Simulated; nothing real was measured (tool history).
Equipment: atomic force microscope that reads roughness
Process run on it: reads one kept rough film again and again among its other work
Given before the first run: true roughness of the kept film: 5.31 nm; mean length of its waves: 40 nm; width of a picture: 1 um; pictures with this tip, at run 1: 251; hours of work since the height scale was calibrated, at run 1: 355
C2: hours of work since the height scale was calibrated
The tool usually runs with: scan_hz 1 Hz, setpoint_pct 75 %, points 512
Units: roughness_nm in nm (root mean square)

{"run": 1, "day": 0.0, "scan_hz": 1, "setpoint_pct": 75, "points": 512, "pictures with this tip": 251, "C2": 355, "roughness_nm": 4.329}
{"day": 0.912, "done": "new tip fitted"}
{"run": 2, "day": 1.271, "scan_hz": 1, "setpoint_pct": 75, "points": 512, "pictures with this tip": 9, "C2": 369, "roughness_nm": 4.751}
{"run": 3, "day": 2.392, "scan_hz": 1, "setpoint_pct": 75, "points": 512, "pictures with this tip": 39, "C2": 381, "roughness_nm": 4.703}
{"run": 4, "day": 3.708, "scan_hz": 1, "setpoint_pct": 75, "points": 512, "pictures with this tip": 74, "C2": 396, "roughness_nm": 4.588}
{"run": 5, "day": 5.642, "scan_hz": 1, "setpoint_pct": 75, "points": 512, "pictures with this tip": 125, "C2": 417, "roughness_nm": 4.526}
{"run": 6, "day": 6.638, "scan_hz": 1, "setpoint_pct": 75, "points": 512, "pictures with this tip": 151, "C2": 428, "roughness_nm": 4.497}
{"run": 7, "day": 8.575, "scan_hz": 1, "setpoint_pct": 75, "points": 512, "pictures with this tip": 203, "C2": 450, "roughness_nm": 4.384}
{"run": 8, "day": 9.488, "scan_hz": 1, "setpoint_pct": 75, "points": 512, "pictures with this tip": 227, "C2": 460, "roughness_nm": 4.363}
{"run": 9, "day": 11.142, "scan_hz": 1.56, "setpoint_pct": 75, "points": 512, "pictures with this tip": 271, "C2": 478, "roughness_nm": 4.184}
{"day": 11.442, "done": "new tip fitted"}
{"run": 10, "day": 12.725, "scan_hz": 1, "setpoint_pct": 75, "points": 512, "pictures with this tip": 34, "C2": 496, "roughness_nm": 4.655}
{"run": 11, "day": 13.883, "scan_hz": 1, "setpoint_pct": 75, "points": 296, "pictures with this tip": 65, "C2": 508, "roughness_nm": 4.6}
{"run": 12, "day": 15.238, "scan_hz": 1, "setpoint_pct": 72, "points": 296, "pictures with this tip": 101, "C2": 523, "roughness_nm": 4.548}
{"run": 13, "day": 17.071, "scan_hz": 1, "setpoint_pct": 72, "points": 296, "pictures with this tip": 149, "C2": 544, "roughness_nm": 4.465}
{"run": 14, "day": 18.079, "scan_hz": 1, "setpoint_pct": 75, "points": 512, "pictures with this tip": 176, "C2": 555, "roughness_nm": 4.401}
{"run": 15, "day": 19.912, "scan_hz": 1, "setpoint_pct": 75, "points": 512, "pictures with this tip": 225, "C2": 575, "roughness_nm": 4.352}
{"day": 20.067, "done": "height scale calibrated on a step standard"}
{"run": 16, "day": 21.696, "scan_hz": 1, "setpoint_pct": 75, "points": 512, "pictures with this tip": 271, "C2": 18, "roughness_nm": 4.259}
{"day": 21.854, "done": "new tip fitted"}
{"day": 22.967, "done": "height scale calibrated on a step standard, once more"}
{"run": 17, "day": 23.592, "scan_hz": 1, "setpoint_pct": 75, "points": 512, "pictures with this tip": 45, "C2": 7, "roughness_nm": 4.642}
{"run": 18, "day": 25.396, "scan_hz": 1, "setpoint_pct": 75, "points": 512, "pictures with this tip": 92, "C2": 27, "roughness_nm": 4.517}
{"run": 19, "day": 26.312, "scan_hz": 1.2, "setpoint_pct": 75, "points": 512, "pictures with this tip": 117, "C2": 37, "roughness_nm": 4.472}
{"run": 20, "day": 27.279, "scan_hz": 1, "setpoint_pct": 75, "points": 371, "pictures with this tip": 142, "C2": 48, "roughness_nm": 4.452}
{"run": 21, "day": 28.1, "scan_hz": 1, "setpoint_pct": 75, "points": 512, "pictures with this tip": 164, "C2": 57, "roughness_nm": 4.405}
{"run": 22, "day": 29.508, "scan_hz": 1, "setpoint_pct": 61, "points": 512, "pictures with this tip": 201, "C2": 72, "roughness_nm": 4.466}
{"run": 23, "day": 31.271, "scan_hz": 1, "setpoint_pct": 61, "points": 512, "pictures with this tip": 248, "C2": 92, "roughness_nm": 4.38}
{"day": 32.383, "done": "new tip fitted"}
{"run": 24, "day": 32.583, "scan_hz": 1, "setpoint_pct": 61, "points": 512, "pictures with this tip": 5, "C2": 106, "roughness_nm": 4.844}
{"run": 25, "day": 33.888, "scan_hz": 1, "setpoint_pct": 61, "points": 374, "pictures with this tip": 40, "C2": 121, "roughness_nm": 4.775}
{"run": 26, "day": 34.871, "scan_hz": 1, "setpoint_pct": 61, "points": 374, "pictures with this tip": 66, "C2": 132, "roughness_nm": 4.733}
{"run": 27, "day": 36.729, "scan_hz": 3.94, "setpoint_pct": 80, "points": 512, "pictures with this tip": 115, "C2": 152, "roughness_nm": 3.853}
{"run": 28, "day": 38.262, "scan_hz": 3.94, "setpoint_pct": 80, "points": 512, "pictures with this tip": 156, "C2": 169, "roughness_nm": 3.829}
{"run": 29, "day": 39.7, "scan_hz": 1, "setpoint_pct": 55, "points": 746, "pictures with this tip": 194, "C2": 185, "roughness_nm": 4.517}
{"run": 30, "day": 41.283, "scan_hz": 1, "setpoint_pct": 55, "points": 746, "pictures with this tip": 236, "C2": 203, "roughness_nm": 4.445}
{"run": 31, "day": 42.479, "scan_hz": 1, "setpoint_pct": 55, "points": 746, "pictures with this tip": 268, "C2": 216, "roughness_nm": 4.45}
{"day": 42.775, "done": "new tip fitted"}
{"run": 32, "day": 43.646, "scan_hz": 1, "setpoint_pct": 55, "points": 746, "pictures with this tip": 23, "C2": 229, "roughness_nm": 4.826}
{"run": 33, "day": 44.792, "scan_hz": 1, "setpoint_pct": 55, "points": 746, "pictures with this tip": 54, "C2": 241, "roughness_nm": 4.806}
{"run": 34, "day": 45.825, "scan_hz": 1, "setpoint_pct": 55, "points": 746, "pictures with this tip": 81, "C2": 253, "roughness_nm": 4.783}
{"run": 35, "day": 47.742, "scan_hz": 1, "setpoint_pct": 55, "points": 746, "pictures with this tip": 132, "C2": 274, "roughness_nm": 4.635}
{"run": 36, "day": 49.483, "scan_hz": 1.56, "setpoint_pct": 75, "points": 827, "pictures with this tip": 178, "C2": 293, "roughness_nm": 4.383}
{"run": 37, "day": 50.7, "scan_hz": 1.56, "setpoint_pct": 75, "points": 827, "pictures with this tip": 210, "C2": 307, "roughness_nm": 4.272}
{"run": 38, "day": 52.608, "scan_hz": 0.78, "setpoint_pct": 61, "points": 537, "pictures with this tip": 261, "C2": 328, "roughness_nm": 4.438}
{"day": 53.208, "done": "new tip fitted"}
{"run": 39, "day": 54.025, "scan_hz": 0.62, "setpoint_pct": 79, "points": 340, "pictures with this tip": 22, "C2": 343, "roughness_nm": 4.725}
{"run": 40, "day": 55.883, "scan_hz": 0.62, "setpoint_pct": 79, "points": 340, "pictures with this tip": 71, "C2": 364, "roughness_nm": 4.63}
{"run": 41, "day": 56.754, "scan_hz": 0.8, "setpoint_pct": 75, "points": 379, "pictures with this tip": 94, "C2": 374, "roughness_nm": 4.587}
{"run": 42, "day": 57.592, "scan_hz": 1, "setpoint_pct": 80, "points": 512, "pictures with this tip": 117, "C2": 383, "roughness_nm": 4.431}
{"run": 43, "day": 59.025, "scan_hz": 1.57, "setpoint_pct": 65, "points": 353, "pictures with this tip": 155, "C2": 399, "roughness_nm": 4.471}
{"run": 44, "day": 60.05, "scan_hz": 1.57, "setpoint_pct": 65, "points": 353, "pictures with this tip": 182, "C2": 410, "roughness_nm": 4.403}
{"run": 45, "day": 61.988, "scan_hz": 1.28, "setpoint_pct": 65, "points": 353, "pictures with this tip": 233, "C2": 432, "roughness_nm": 4.358}
{"day": 63.633, "done": "new tip fitted"}
{"run": 46, "day": 63.733, "scan_hz": 1.28, "setpoint_pct": 65, "points": 353, "pictures with this tip": 3, "C2": 451, "roughness_nm": 4.774}
{"run": 47, "day": 65.633, "scan_hz": 2.61, "setpoint_pct": 65, "points": 550, "pictures with this tip": 53, "C2": 472, "roughness_nm": 4.552}

Hidden condition of the tool, last listed run before each entry between runs versus first listed run after:
In the gap between runs 1 and 2: new tip fitted (day 0.912)
  radius of the tip, nm: 13 -> 5.4; height scale over the true one, %: -0.2 -> -0.21
  measured minus no-state result, roughness_nm: -0.432 -> -0.034 nm (root mean square)
In the gap between runs 9 and 10: new tip fitted (day 11.442)
  radius of the tip, nm: 14.1 -> 6.2; height scale over the true one, %: -0.28 -> -0.29
  measured minus no-state result, roughness_nm: -0.48 -> -0.082 nm (root mean square)
In the gap between runs 15 and 16: height scale calibrated on a step standard (day 20.067)
  radius of the tip, nm: 12.6 -> 14.1; height scale over the true one, %: -0.35 -> -0.4
  measured minus no-state result, roughness_nm: -0.421 -> -0.499 nm (root mean square)
In the gap between runs 16 and 17: new tip fitted (day 21.854); height scale calibrated on a step standard, once more (day 22.967)
  radius of the tip, nm: 14.1 -> 7.1; height scale over the true one, %: -0.4 -> -0.08
  measured minus no-state result, roughness_nm: -0.499 -> -0.124 nm (root mean square)
In the gap between runs 23 and 24: new tip fitted (day 32.383)
  radius of the tip, nm: 13.9 -> 5.5; height scale over the true one, %: -0.13 -> -0.14
  measured minus no-state result, roughness_nm: -0.483 -> -0.04 nm (root mean square)
In the gap between runs 31 and 32: new tip fitted (day 42.775)
  radius of the tip, nm: 14.4 -> 5.7; height scale over the true one, %: -0.21 -> -0.22
  measured minus no-state result, roughness_nm: -0.525 -> -0.053 nm (root mean square)
In the gap between runs 38 and 39: new tip fitted (day 53.208)
  radius of the tip, nm: 13.4 -> 6.1
  measured minus no-state result, roughness_nm: -0.472 -> -0.077 nm (root mean square)
In the gap between runs 45 and 46: new tip fitted (day 63.633)
  radius of the tip, nm: 13.2 -> 5.3; height scale over the true one, %: -0.35 -> -0.37
  measured minus no-state result, roughness_nm: -0.454 -> -0.036 nm (root mean square)
